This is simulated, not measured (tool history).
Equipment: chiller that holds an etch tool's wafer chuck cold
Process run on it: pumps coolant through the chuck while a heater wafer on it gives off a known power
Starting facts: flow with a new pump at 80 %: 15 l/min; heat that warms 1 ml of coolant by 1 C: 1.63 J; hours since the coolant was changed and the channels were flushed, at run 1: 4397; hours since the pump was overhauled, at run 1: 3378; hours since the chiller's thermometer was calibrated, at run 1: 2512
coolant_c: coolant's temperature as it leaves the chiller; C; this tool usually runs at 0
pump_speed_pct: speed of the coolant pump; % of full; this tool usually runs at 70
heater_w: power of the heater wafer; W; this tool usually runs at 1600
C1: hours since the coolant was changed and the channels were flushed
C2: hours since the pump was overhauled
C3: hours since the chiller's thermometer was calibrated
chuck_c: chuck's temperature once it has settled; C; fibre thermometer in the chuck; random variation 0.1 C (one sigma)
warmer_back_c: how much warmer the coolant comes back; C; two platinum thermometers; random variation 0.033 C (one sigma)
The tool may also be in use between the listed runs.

Run 1, hour 0.0: usual settings; C1 4397; C2 3378; C3 2512. Result: chuck_c 16.5 C, warmer_back_c 4.96 C.
Run 2, hour 88.0: usual settings; C1 4485; C2 3466; C3 2600. Result: chuck_c 16.6 C, warmer_back_c 5.04 C.
Run 3, hour 129.9: usual settings; C1 4526; C2 3508; C3 2642. Result: chuck_c 16.5 C, warmer_back_c 5.01 C.
Run 4, hour 202.8: usual settings; C1 4599; C2 3581; C3 2714. Result: chuck_c 16.7 C, warmer_back_c 5.02 C.
Run 5, hour 267.5: usual settings; C1 4664; C2 3646; C3 2779. Result: chuck_c 16.7 C, warmer_back_c 4.98 C.
Run 6, hour 316.4: usual settings; C1 4713; C2 3694; C3 2828. Result: chuck_c 16.9 C, warmer_back_c 4.99 C.
Run 7, hour 362.5: usual settings; C1 4759; C2 3741; C3 2874. Result: chuck_c 16.9 C, warmer_back_c 5.04 C.
Run 8, hour 418.3: usual settings; C1 4815; C2 3796; C3 2930. Result: chuck_c 17.1 C, warmer_back_c 5.05 C.
Run 9, hour 484.5: usual settings; C1 4881; C2 3863; C3 2996. Result: chuck_c 17.2 C, warmer_back_c 5.09 C.
Run 10, hour 534.4: usual settings; C1 4931; C2 3912; C3 3046. Result: chuck_c 17.1 C, warmer_back_c 4.97 C.
Run 11, hour 603.9: usual settings but pump_speed_pct 86 % of full; C1 5000; C2 3982; C3 3116. Result: chuck_c 14.5 C, warmer_back_c 4.06 C.
Run 12, hour 690.4: usual settings but pump_speed_pct 86 % of full; C1 5087; C2 4068; C3 3202. Result: chuck_c 14.4 C, warmer_back_c 4.07 C.
At hour 753.0: coolant changed, channels flushed.
Run 13, hour 768.7: usual settings but pump_speed_pct 86 % of full; C1 16; C2 4141; C3 3274. Result: chuck_c 12.5 C, warmer_back_c 4.05 C.
Run 14, hour 819.2: usual settings but pump_speed_pct 86 % of full; C1 66; C2 4191; C3 3325. Result: chuck_c 12.5 C, warmer_back_c 4.04 C.
Run 15, hour 861.6: usual settings but pump_speed_pct 86 % of full; C1 109; C2 4234; C3 3367. Result: chuck_c 12.6 C, warmer_back_c 4.07 C.
Run 16, hour 952.2: usual settings but pump_speed_pct 86 % of full; C1 199; C2 4324; C3 3458. Result: chuck_c 12.7 C, warmer_back_c 4.06 C.
Run 17, hour 998.8: usual settings but coolant_c -5 C, pump_speed_pct 81 % of full; C1 246; C2 4371; C3 3505. Result: chuck_c 8.3 C, warmer_back_c 4.39 C.
At hour 1041.8: chiller's thermometer calibrated.
Run 18, hour 1090.8: usual settings but coolant_c -5 C, pump_speed_pct 72 % of full, heater_w 1904 W; C1 337; C2 4462; C3 49. Result: chuck_c 12.3 C, warmer_back_c 5.93 C.
Run 19, hour 1182.7: usual settings but coolant_c -5 C, pump_speed_pct 72 % of full, heater_w 1904 W; C1 429; C2 4554; C3 141. Result: chuck_c 12.3 C, warmer_back_c 5.99 C.
Run 20, hour 1231.7: usual settings but coolant_c 8 C, pump_speed_pct 69 % of full, heater_w 1659 W; C1 478; C2 4603; C3 190. Result: chuck_c 23.6 C, warmer_back_c 5.45 C.
Run 21, hour 1302.1: usual settings but heater_w 1894 W; C1 548; C2 4673; C3 260. Result: chuck_c 18.0 C, warmer_back_c 6.12 C.
Run 22, hour 1354.0: usual settings but pump_speed_pct 81 % of full, heater_w 1257 W; C1 600; C2 4725; C3 312. Result: chuck_c 10.5 C, warmer_back_c 3.49 C.
Run 23, hour 1432.7: usual settings but coolant_c 6 C, pump_speed_pct 77 % of full, heater_w 1017 W; C1 679; C2 4804; C3 391. Result: chuck_c 14.9 C, warmer_back_c 2.94 C.
Run 24, hour 1516.9: usual settings but coolant_c 6 C, pump_speed_pct 77 % of full, heater_w 2239 W; C1 763; C2 4888; C3 475. Result: chuck_c 25.7 C, warmer_back_c 6.56 C.
Run 25, hour 1558.2: usual settings but coolant_c -3 C, pump_speed_pct 82 % of full, heater_w 1988 W; C1 804; C2 4929; C3 516. Result: chuck_c 13.5 C, warmer_back_c 5.41 C.
Run 26, hour 1653.5: usual settings but coolant_c -9 C; C1 899; C2 5025; C3 612. Result: chuck_c 6.4 C, warmer_back_c 5.24 C.
Run 27, hour 1695.9: usual settings but coolant_c -9 C; C1 942; C2 5067; C3 654. Result: chuck_c 6.3 C, warmer_back_c 5.20 C.
Run 28, hour 1762.8: usual settings but coolant_c -9 C, pump_speed_pct 84 % of full; C1 1009; C2 5134; C3 721. Result: chuck_c 4.2 C, warmer_back_c 4.28 C.
Run 29, hour 1804.4: usual settings but coolant_c 6 C, pump_speed_pct 77 % of full, heater_w 1119 W; C1 1050; C2 5175; C3 763. Result: chuck_c 16.1 C, warmer_back_c 3.27 C.
Run 30, hour 1874.8: usual settings but coolant_c 6 C, pump_speed_pct 71 % of full, heater_w 1031 W; C1 1121; C2 5246; C3 833. Result: chuck_c 15.9 C, warmer_back_c 3.30 C.
Run 31, hour 1925.2: usual settings but coolant_c 6 C, pump_speed_pct 71 % of full, heater_w 1031 W; C1 1171; C2 5296; C3 883. Result: chuck_c 15.9 C, warmer_back_c 3.33 C.
Run 32, hour 2013.6: usual settings but coolant_c -2 C, heater_w 1115 W; C1 1260; C2 5385; C3 972. Result: chuck_c 8.9 C, warmer_back_c 3.64 C.

Below, each run's measurement less what the same run would have read without the hidden state. Both values contain the same run-to-run variation, but the gauge's scatter may not be the same in both:
The hidden state here: heat passed by the chuck's channels, % of clean ones'; flow at a given pump speed, % of a new pump's; coolant's true temperature over the reading, C; drift of the gauge itself on chuck_c, C; drift of the gauge itself on warmer_back_c, C.
run  chuck_c  warmer_back_c
  1     +3.1          +0.43
  2     +3.3          +0.44
  3     +3.3          +0.45
  4     +3.4          +0.45
  5     +3.4          +0.47
  6     +3.4          +0.47
  7     +3.5          +0.48
  8     +3.5          +0.48
  9     +3.7          +0.50
 10     +3.7          +0.50
 11     +3.2          +0.40
 12     +3.2          +0.41
 13     +1.4          +0.42
 14     +1.4          +0.43
 15     +1.4          +0.43
 16     +1.5          +0.44
 17     +1.6          +0.48
 18     +1.7          +0.67
 19     +1.8          +0.68
 20     +1.7          +0.63
 21     +2.0          +0.72
 22     +1.2          +0.41
 23     +1.1          +0.36
 24     +2.4          +0.81
 25     +2.0          +0.68
 26     +1.9          +0.66
 27     +2.0          +0.66
 28     +1.7          +0.56
 29     +1.4          +0.43
 30     +1.4          +0.43
 31     +1.4          +0.44
 32     +1.6          +0.49
